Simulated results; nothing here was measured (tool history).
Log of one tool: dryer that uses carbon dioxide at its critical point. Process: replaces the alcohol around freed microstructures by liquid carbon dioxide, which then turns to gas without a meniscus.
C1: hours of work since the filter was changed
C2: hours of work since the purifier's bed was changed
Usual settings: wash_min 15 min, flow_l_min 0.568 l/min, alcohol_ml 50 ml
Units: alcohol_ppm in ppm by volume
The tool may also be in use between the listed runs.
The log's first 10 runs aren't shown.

{"run": 11, "hour": 222.7, "wash_min": 15, "flow_l_min": 0.568, "alcohol_ml": 50, "C1": 146, "C2": 338, "alcohol_ppm": 214}
{"run": 12, "hour": 253.0, "wash_min": 15, "flow_l_min": 0.349, "alcohol_ml": 50, "C1": 169, "C2": 361, "alcohol_ppm": 1372}
{"run": 13, "hour": 276.0, "wash_min": 15, "flow_l_min": 0.349, "alcohol_ml": 50, "C1": 187, "C2": 379, "alcohol_ppm": 1377}
{"run": 14, "hour": 296.2, "wash_min": 15, "flow_l_min": 0.568, "alcohol_ml": 50, "C1": 202, "C2": 394, "alcohol_ppm": 229}
{"run": 15, "hour": 310.1, "wash_min": 15, "flow_l_min": 0.568, "alcohol_ml": 50, "C1": 213, "C2": 405, "alcohol_ppm": 234}
{"run": 16, "hour": 326.8, "wash_min": 15, "flow_l_min": 0.568, "alcohol_ml": 50, "C1": 226, "C2": 418, "alcohol_ppm": 232}
{"run": 17, "hour": 353.8, "wash_min": 15, "flow_l_min": 0.568, "alcohol_ml": 50, "C1": 247, "C2": 438, "alcohol_ppm": 255}
{"run": 18, "hour": 379.5, "wash_min": 11, "flow_l_min": 0.568, "alcohol_ml": 110, "C1": 266, "C2": 458, "alcohol_ppm": 1410}
{"hour": 394.0, "done": "inlet filter changed"}
{"run": 19, "hour": 402.5, "wash_min": 11, "flow_l_min": 0.568, "alcohol_ml": 110, "C1": 7, "C2": 475, "alcohol_ppm": 1158}
{"run": 20, "hour": 417.4, "wash_min": 13, "flow_l_min": 0.369, "alcohol_ml": 51, "C1": 18, "C2": 486, "alcohol_ppm": 1646}
{"run": 21, "hour": 438.3, "wash_min": 15, "flow_l_min": 0.344, "alcohol_ml": 92, "C1": 34, "C2": 503, "alcohol_ppm": 2288}
{"run": 22, "hour": 464.7, "wash_min": 15, "flow_l_min": 0.344, "alcohol_ml": 92, "C1": 54, "C2": 523, "alcohol_ppm": 2332}
{"run": 23, "hour": 495.3, "wash_min": 18, "flow_l_min": 0.568, "alcohol_ml": 109, "C1": 78, "C2": 546, "alcohol_ppm": 223}
{"run": 24, "hour": 524.0, "wash_min": 18, "flow_l_min": 0.568, "alcohol_ml": 109, "C1": 100, "C2": 568, "alcohol_ppm": 229}
{"run": 25, "hour": 543.0, "wash_min": 18, "flow_l_min": 0.408, "alcohol_ml": 35, "C1": 114, "C2": 583, "alcohol_ppm": 357}
{"run": 26, "hour": 564.2, "wash_min": 13, "flow_l_min": 0.35, "alcohol_ml": 50, "C1": 131, "C2": 599, "alcohol_ppm": 2080}
{"run": 27, "hour": 585.0, "wash_min": 10, "flow_l_min": 0.568, "alcohol_ml": 21, "C1": 147, "C2": 615, "alcohol_ppm": 502}
{"run": 28, "hour": 599.7, "wash_min": 10, "flow_l_min": 0.568, "alcohol_ml": 21, "C1": 158, "C2": 627, "alcohol_ppm": 537}
{"run": 29, "hour": 621.6, "wash_min": 10, "flow_l_min": 0.568, "alcohol_ml": 50, "C1": 175, "C2": 643, "alcohol_ppm": 977}
{"run": 30, "hour": 641.9, "wash_min": 10, "flow_l_min": 0.568, "alcohol_ml": 24, "C1": 190, "C2": 659, "alcohol_ppm": 589}
{"run": 31, "hour": 662.1, "wash_min": 10, "flow_l_min": 0.808, "alcohol_ml": 24, "C1": 206, "C2": 674, "alcohol_ppm": 264}
{"run": 32, "hour": 682.2, "wash_min": 10, "flow_l_min": 0.425, "alcohol_ml": 101, "C1": 221, "C2": 690, "alcohol_ppm": 5041}
{"run": 33, "hour": 700.6, "wash_min": 15, "flow_l_min": 0.742, "alcohol_ml": 112, "C1": 236, "C2": 704, "alcohol_ppm": 254}

Forecast each of these 5 alternatives for the next run:
{"run": "A", "hour": 717.3, "wash_min": 23, "flow_l_min": 0.755, "alcohol_ml": 23, "C1": 248, "C2": 717, "alcohol_ppm": "?"}
{"run": "B", "hour": 717.3, "wash_min": 15, "flow_l_min": 0.742, "alcohol_ml": 99, "C1": 248, "C2": 717, "alcohol_ppm": "?"}
{"run": "C", "hour": 717.3, "wash_min": 12, "flow_l_min": 0.786, "alcohol_ml": 50, "C1": 248, "C2": 717, "alcohol_ppm": "?"}
{"run": "D", "hour": 717.3, "wash_min": 15, "flow_l_min": 0.371, "alcohol_ml": 50, "C1": 248, "C2": 717, "alcohol_ppm": "?"}
{"run": "E", "hour": 717.3, "wash_min": 17, "flow_l_min": 0.872, "alcohol_ml": 112, "C1": 248, "C2": 717, "alcohol_ppm": "?"}

run=A alcohol_ppm=230
run=B alcohol_ppm=255
run=C alcohol_ppm=269
run=D alcohol_ppm=1205
run=E alcohol_ppm=228
Without the tool's hidden state the same runs would have given:
run=A alcohol_ppm=11
run=B alcohol_ppm=31
run=C alcohol_ppm=38
run=D alcohol_ppm=805
run=E alcohol_ppm=9

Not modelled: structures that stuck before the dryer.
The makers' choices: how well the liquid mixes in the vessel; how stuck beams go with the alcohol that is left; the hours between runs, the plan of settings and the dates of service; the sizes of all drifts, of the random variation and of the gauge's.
